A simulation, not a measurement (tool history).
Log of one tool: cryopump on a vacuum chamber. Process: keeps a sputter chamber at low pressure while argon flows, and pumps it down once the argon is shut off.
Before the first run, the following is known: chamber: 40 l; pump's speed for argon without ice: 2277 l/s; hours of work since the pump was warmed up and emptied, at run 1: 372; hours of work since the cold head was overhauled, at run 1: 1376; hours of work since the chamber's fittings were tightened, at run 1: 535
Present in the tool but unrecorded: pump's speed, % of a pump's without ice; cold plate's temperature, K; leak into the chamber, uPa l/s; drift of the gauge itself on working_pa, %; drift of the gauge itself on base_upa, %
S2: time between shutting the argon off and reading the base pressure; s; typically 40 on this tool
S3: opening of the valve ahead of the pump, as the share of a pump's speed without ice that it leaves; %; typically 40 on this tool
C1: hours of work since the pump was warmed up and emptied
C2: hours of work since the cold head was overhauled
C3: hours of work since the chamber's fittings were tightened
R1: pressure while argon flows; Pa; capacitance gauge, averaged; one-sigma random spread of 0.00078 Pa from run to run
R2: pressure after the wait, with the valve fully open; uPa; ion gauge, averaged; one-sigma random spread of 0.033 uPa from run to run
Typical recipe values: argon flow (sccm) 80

{"run": 1, "day": 0.0, "argon flow (sccm)": 80, "S2": 40, "S3": 40, "C1": 372, "C2": 1376, "C3": 535, "R1": 0.1634, "R2": 2.21}
{"run": 2, "day": 3.167, "argon flow (sccm)": 80, "S2": 40, "S3": 15, "C1": 407, "C2": 1411, "C3": 570, "R1": 0.4152, "R2": 2.25}
{"run": 3, "day": 6.429, "argon flow (sccm)": 80, "S2": 203, "S3": 40, "C1": 443, "C2": 1447, "C3": 606, "R1": 0.1689, "R2": 1.0}
{"day": 9.138, "done": "pump warmed up, emptied and cooled again"}
{"run": 4, "day": 10.279, "argon flow (sccm)": 80, "S2": 40, "S3": 17, "C1": 13, "C2": 1487, "C3": 646, "R1": 0.3492, "R2": 2.21}
{"run": 5, "day": 14.971, "argon flow (sccm)": 80, "S2": 40, "S3": 59, "C1": 64, "C2": 1539, "C3": 698, "R1": 0.1049, "R2": 2.3}
{"run": 6, "day": 18.788, "argon flow (sccm)": 80, "S2": 40, "S3": 59, "C1": 107, "C2": 1581, "C3": 740, "R1": 0.1057, "R2": 2.23}
{"run": 7, "day": 23.383, "argon flow (sccm)": 80, "S2": 40, "S3": 40, "C1": 157, "C2": 1632, "C3": 791, "R1": 0.1559, "R2": 2.36}
{"run": 8, "day": 26.792, "argon flow (sccm)": 80, "S2": 26, "S3": 40, "C1": 195, "C2": 1669, "C3": 829, "R1": 0.1565, "R2": 3.25}
{"run": 9, "day": 29.408, "argon flow (sccm)": 80, "S2": 40, "S3": 40, "C1": 224, "C2": 1698, "C3": 858, "R1": 0.1599, "R2": 2.41}
{"run": 10, "day": 31.875, "argon flow (sccm)": 80, "S2": 212, "S3": 21, "C1": 251, "C2": 1725, "C3": 885, "R1": 0.2945, "R2": 1.13}
{"run": 11, "day": 34.521, "argon flow (sccm)": 80, "S2": 272, "S3": 43, "C1": 280, "C2": 1755, "C3": 914, "R1": 0.1505, "R2": 1.11}
{"run": 12, "day": 37.829, "argon flow (sccm)": 56, "S2": 272, "S3": 43, "C1": 317, "C2": 1791, "C3": 951, "R1": 0.1075, "R2": 1.18}
{"run": 13, "day": 41.308, "argon flow (sccm)": 142, "S2": 52, "S3": 31, "C1": 355, "C2": 1830, "C3": 989, "R1": 0.3685, "R2": 2.23}
{"run": 14, "day": 45.696, "argon flow (sccm)": 51, "S2": 37, "S3": 15, "C1": 404, "C2": 1878, "C3": 1037, "R1": 0.2664, "R2": 2.82}
{"run": 15, "day": 49.888, "argon flow (sccm)": 51, "S2": 37, "S3": 15, "C1": 450, "C2": 1924, "C3": 1084, "R1": 0.2664, "R2": 2.84}
{"day": 52.117, "done": "pump warmed up, emptied and cooled again"}
{"run": 16, "day": 53.742, "argon flow (sccm)": 111, "S2": 40, "S3": 19, "C1": 18, "C2": 1965, "C3": 1124, "R1": 0.4368, "R2": 2.55}
{"run": 17, "day": 56.179, "argon flow (sccm)": 80, "S2": 23, "S3": 36, "C1": 45, "C2": 1991, "C3": 1151, "R1": 0.1667, "R2": 3.75}
{"run": 18, "day": 59.338, "argon flow (sccm)": 117, "S2": 95, "S3": 59, "C1": 80, "C2": 2026, "C3": 1186, "R1": 0.1534, "R2": 1.64}

Here are 3 independent what-if runs from the current tool condition. What would each one return?
{"run": "A", "day": 61.271, "argon flow (sccm)": 80, "S2": 177, "S3": 20, "C1": 101, "C2": 2048, "C3": 1207, "R1": "?", "R2": "?"}
{"run": "B", "day": 61.271, "argon flow (sccm)": 45, "S2": 186, "S3": 59, "C1": 101, "C2": 2048, "C3": 1207, "R1": "?", "R2": "?"}
{"run": "C", "day": 61.271, "argon flow (sccm)": 81, "S2": 40, "S3": 40, "C1": 101, "C2": 2048, "C3": 1207, "R1": "?", "R2": "?"}

run=A R1=0.3018 R2=1.32
run=B R1=0.0597 R2=1.33
run=C R1=0.1545 R2=2.62
Stripped of hidden state, with their random variation kept, the same runs would have yielded:
run=A R1=0.2969 R2=0.47
run=B R1=0.0569 R2=0.48
run=C R1=0.1495 R2=1.77
